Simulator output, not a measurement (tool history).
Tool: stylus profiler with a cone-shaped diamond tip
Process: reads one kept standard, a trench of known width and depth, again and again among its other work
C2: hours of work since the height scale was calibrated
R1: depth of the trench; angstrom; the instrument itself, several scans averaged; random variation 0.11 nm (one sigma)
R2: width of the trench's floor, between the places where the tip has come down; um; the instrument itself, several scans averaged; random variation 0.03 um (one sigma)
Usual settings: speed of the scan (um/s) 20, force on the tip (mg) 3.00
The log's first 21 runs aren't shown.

{"run": 22, "hour": 422.2, "speed of the scan (um/s)": 12, "force on the tip (mg)": 4.22, "scans with this tip": 5552, "C2": 613, "R1": 2019.1, "R2": 46.29}
{"run": 23, "hour": 441.0, "speed of the scan (um/s)": 62, "force on the tip (mg)": 1.81, "scans with this tip": 5640, "C2": 622, "R1": 2006.0, "R2": 45.97}
{"run": 24, "hour": 456.3, "speed of the scan (um/s)": 20, "force on the tip (mg)": 2.52, "scans with this tip": 5712, "C2": 630, "R1": 2011.7, "R2": 46.23}
{"run": 25, "hour": 481.4, "speed of the scan (um/s)": 20, "force on the tip (mg)": 2.52, "scans with this tip": 5830, "C2": 643, "R1": 2011.1, "R2": 46.18}
{"run": 26, "hour": 499.7, "speed of the scan (um/s)": 26, "force on the tip (mg)": 6.24, "scans with this tip": 5916, "C2": 653, "R1": 2025.4, "R2": 46.23}
{"run": 27, "hour": 523.9, "speed of the scan (um/s)": 56, "force on the tip (mg)": 2.88, "scans with this tip": 6030, "C2": 665, "R1": 2011.9, "R2": 46.07}
{"run": 28, "hour": 548.7, "speed of the scan (um/s)": 56, "force on the tip (mg)": 2.88, "scans with this tip": 6146, "C2": 678, "R1": 2011.0, "R2": 45.96}
{"run": 29, "hour": 573.9, "speed of the scan (um/s)": 11, "force on the tip (mg)": 2.01, "scans with this tip": 6264, "C2": 691, "R1": 2008.5, "R2": 46.23}
{"run": 30, "hour": 596.5, "speed of the scan (um/s)": 11, "force on the tip (mg)": 2.01, "scans with this tip": 6370, "C2": 703, "R1": 2007.8, "R2": 46.14}

3 ways to go on from here, each from the tool as it stands after run 30. What would each give?
{"run": "A", "hour": 622.3, "speed of the scan (um/s)": 34, "force on the tip (mg)": 8.76, "scans with this tip": 6492, "C2": 716, "R1": "?", "R2": "?"}
{"run": "B", "hour": 622.3, "speed of the scan (um/s)": 74, "force on the tip (mg)": 2.05, "scans with this tip": 6492, "C2": 716, "R1": "?", "R2": "?"}
{"run": "C", "hour": 622.3, "speed of the scan (um/s)": 31, "force on the tip (mg)": 1.45, "scans with this tip": 6492, "C2": 716, "R1": "?", "R2": "?"}

run=A R1=2032.1 R2=46.17
run=B R1=2008.1 R2=45.89
run=C R1=2004.9 R2=46.09
Without the tool's hidden state the same runs would have given:
run=A R1=2039.5 R2=47.15
run=B R1=2015.4 R2=46.87
run=C R1=2012.2 R2=47.06
